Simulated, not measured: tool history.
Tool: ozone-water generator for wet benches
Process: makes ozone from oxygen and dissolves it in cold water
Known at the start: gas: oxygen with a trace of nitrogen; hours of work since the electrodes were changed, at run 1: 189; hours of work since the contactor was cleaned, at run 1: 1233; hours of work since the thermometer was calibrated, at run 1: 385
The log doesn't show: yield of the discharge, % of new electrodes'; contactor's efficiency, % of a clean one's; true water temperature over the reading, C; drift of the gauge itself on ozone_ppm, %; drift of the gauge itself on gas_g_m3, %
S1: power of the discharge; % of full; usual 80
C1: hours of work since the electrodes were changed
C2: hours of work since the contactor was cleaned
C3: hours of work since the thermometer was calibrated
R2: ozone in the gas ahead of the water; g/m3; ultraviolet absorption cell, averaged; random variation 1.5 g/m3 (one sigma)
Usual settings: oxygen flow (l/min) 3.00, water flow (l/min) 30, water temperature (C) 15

run 1 hour=0.0 | S1=80 oxygen_flow_(l/min)=3.00 water_flow_(l/min)=30 water_temperature_(C)=15 | C1=189 C2=1233 C3=385 | dissolved_ozone_(ppm)=18.8 R2=293.4
run 2 hour=24.7 | S1=80 oxygen_flow_(l/min)=3.00 water_flow_(l/min)=28 water_temperature_(C)=15 | C1=205 C2=1249 C3=401 | dissolved_ozone_(ppm)=20.3 R2=292.6
run 3 hour=37.3 | S1=77 oxygen_flow_(l/min)=3.00 water_flow_(l/min)=28 water_temperature_(C)=15 | C1=214 C2=1258 C3=410 | dissolved_ozone_(ppm)=19.9 R2=284.3
run 4 hour=50.8 | S1=77 oxygen_flow_(l/min)=3.00 water_flow_(l/min)=28 water_temperature_(C)=15 | C1=223 C2=1267 C3=419 | dissolved_ozone_(ppm)=19.4 R2=286.1
run 5 hour=80.8 | S1=77 oxygen_flow_(l/min)=3.00 water_flow_(l/min)=28 water_temperature_(C)=15 | C1=243 C2=1287 C3=439 | dissolved_ozone_(ppm)=19.5 R2=283.1
run 6 hour=104.5 | S1=77 oxygen_flow_(l/min)=3.00 water_flow_(l/min)=28 water_temperature_(C)=15 | C1=258 C2=1302 C3=455 | dissolved_ozone_(ppm)=19.7 R2=282.4
run 7 hour=122.8 | S1=77 oxygen_flow_(l/min)=3.00 water_flow_(l/min)=28 water_temperature_(C)=15 | C1=271 C2=1315 C3=467 | dissolved_ozone_(ppm)=19.9 R2=283.3
run 8 hour=144.0 | S1=80 oxygen_flow_(l/min)=3.49 water_flow_(l/min)=23 water_temperature_(C)=8 | C1=285 C2=1329 C3=481 | dissolved_ozone_(ppm)=27.1 R2=269.8
run 9 hour=161.2 | S1=80 oxygen_flow_(l/min)=3.00 water_flow_(l/min)=37 water_temperature_(C)=19 | C1=296 C2=1340 C3=492 | dissolved_ozone_(ppm)=14.7 R2=292.3
run 10 hour=188.8 | S1=80 oxygen_flow_(l/min)=3.00 water_flow_(l/min)=37 water_temperature_(C)=19 | C1=315 C2=1359 C3=511 | dissolved_ozone_(ppm)=14.7 R2=293.8
run 11 hour=202.0 | S1=41 oxygen_flow_(l/min)=3.00 water_flow_(l/min)=34 water_temperature_(C)=19 | C1=323 C2=1367 C3=520 | dissolved_ozone_(ppm)=10.0 R2=176.8
run 12 hour=215.3 | S1=84 oxygen_flow_(l/min)=3.61 water_flow_(l/min)=42 water_temperature_(C)=16 | C1=332 C2=1376 C3=528 | dissolved_ozone_(ppm)=14.3 R2=273.7
run 13 hour=244.7 | S1=49 oxygen_flow_(l/min)=2.34 water_flow_(l/min)=27 water_temperature_(C)=13 | C1=352 C2=1396 C3=548 | dissolved_ozone_(ppm)=14.0 R2=231.5
run 14 hour=274.2 | S1=67 oxygen_flow_(l/min)=1.79 water_flow_(l/min)=29 water_temperature_(C)=13 | C1=371 C2=1416 C3=568 | dissolved_ozone_(ppm)=14.8 R2=326.9

5 ways to go on from here, each from the tool as it stands after run 14. What would each give?
run A hour=287.9 | S1=93 oxygen_flow_(l/min)=1.80 water_flow_(l/min)=29 water_temperature_(C)=13 | C1=381 C2=1425 C3=577 | dissolved_ozone_(ppm)=? R2=?
run B hour=287.9 | S1=57 oxygen_flow_(l/min)=1.79 water_flow_(l/min)=29 water_temperature_(C)=13 | C1=381 C2=1425 C3=577 | dissolved_ozone_(ppm)=? R2=?
run C hour=287.9 | S1=77 oxygen_flow_(l/min)=3.00 water_flow_(l/min)=30 water_temperature_(C)=9 | C1=381 C2=1425 C3=577 | dissolved_ozone_(ppm)=? R2=?
run D hour=287.9 | S1=80 oxygen_flow_(l/min)=2.63 water_flow_(l/min)=30 water_temperature_(C)=12 | C1=381 C2=1425 C3=577 | dissolved_ozone_(ppm)=? R2=?
run E hour=287.9 | S1=80 oxygen_flow_(l/min)=3.00 water_flow_(l/min)=30 water_temperature_(C)=13 | C1=381 C2=1425 C3=577 | dissolved_ozone_(ppm)=? R2=?

run=A dissolved_ozone_(ppm)=18.7 R2=421.5
run=B dissolved_ozone_(ppm)=13.0 R2=295.4
run=C dissolved_ozone_(ppm)=19.2 R2=283.8
run=D dissolved_ozone_(ppm)=18.6 R2=309.6
run=E dissolved_ozone_(ppm)=19.2 R2=290.6
Without the tool's hidden state the same runs would have given:
run=A dissolved_ozone_(ppm)=19.0 R2=422.8
run=B dissolved_ozone_(ppm)=13.2 R2=296.1
run=C dissolved_ozone_(ppm)=19.5 R2=284.6
run=D dissolved_ozone_(ppm)=18.9 R2=310.5
run=E dissolved_ozone_(ppm)=19.4 R2=291.4

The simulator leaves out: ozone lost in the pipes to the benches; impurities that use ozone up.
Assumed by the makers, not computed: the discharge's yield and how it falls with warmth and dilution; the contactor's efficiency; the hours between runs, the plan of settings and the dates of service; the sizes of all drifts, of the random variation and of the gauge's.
